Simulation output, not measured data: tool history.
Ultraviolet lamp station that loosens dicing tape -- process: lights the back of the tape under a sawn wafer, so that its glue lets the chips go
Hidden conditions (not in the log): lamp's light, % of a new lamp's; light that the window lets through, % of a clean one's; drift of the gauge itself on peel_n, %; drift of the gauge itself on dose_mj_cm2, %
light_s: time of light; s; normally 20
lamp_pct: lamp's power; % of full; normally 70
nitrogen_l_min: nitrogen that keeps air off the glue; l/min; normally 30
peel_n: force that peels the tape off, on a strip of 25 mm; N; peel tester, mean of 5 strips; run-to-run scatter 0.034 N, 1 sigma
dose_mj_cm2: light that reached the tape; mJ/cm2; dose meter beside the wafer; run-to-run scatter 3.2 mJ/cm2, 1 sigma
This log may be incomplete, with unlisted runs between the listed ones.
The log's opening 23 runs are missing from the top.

run     day  light_s  lamp_pct  nitrogen_l_min  hours of work of the lamp  hours of work since the window was cleaned  peel_n  dose_mj_cm2
 24  12.158       11        76              24                        128                                          11   4.671          242
 25  12.875       17        70              30                        136                                          19   2.914          336
 26  13.612       23        70              14                        143                                          26   2.925          445
 27  14.362       23        70              14                        151                                          34   2.908          452
 28  14.796       33        70              33                        155                                          38   0.914          635
     14.983  -- window cleaned of glue's vapour, once more
 29  15.417       17        99              42                        161                                           4   1.148          528
 30  15.933       20        66              30                        166                                          10   2.163          415
 31  16.408       28        87              36                        171                                          14   0.587          758
 32  17.050       28        87              36                        178                                          21   0.584          747
 33  17.646       28        87              36                        184                                          27   0.596          748
 34  18.279       28        87              36                        190                                          33   0.624          732
 35  18.992       28        63              59                        197                                          41   0.948          530
 36  19.412       28        81              55                        202                                          45   0.539          685
 37  20.075       24        70              14                        208                                          52   2.701          501
 38  20.750       26        68              59                        215                                          59   0.922          526
 39  21.429       26        68              59                        222                                          65   0.989          515
 40  21.996       26        68              12                        228                                          71   2.758          514
 41  22.308       36        86              17                        231                                          74   0.778          901
 42  22.792       20        70              30                        236                                          79   2.351          403
 43  23.454       20        70              30                        243                                          86   2.323          400

Below are 3 alternative next runs, each starting from the tool's condition after run 43. Predict each:
  A  23.783       17        60              30                        246                                          89       ?            ?
  B  23.783       20        70              34                        246                                          89       ?            ?
  C  23.783       17        70              33                        246                                          89       ?            ?

run  peel_n  dose_mj_cm2
  A   3.622          289
  B   2.199          398
  C   2.818          339
Had the tool no hidden state, the same runs would have come out as:
run  peel_n  dose_mj_cm2
  A   2.814          353
  B   1.557          487
  C   2.089          414

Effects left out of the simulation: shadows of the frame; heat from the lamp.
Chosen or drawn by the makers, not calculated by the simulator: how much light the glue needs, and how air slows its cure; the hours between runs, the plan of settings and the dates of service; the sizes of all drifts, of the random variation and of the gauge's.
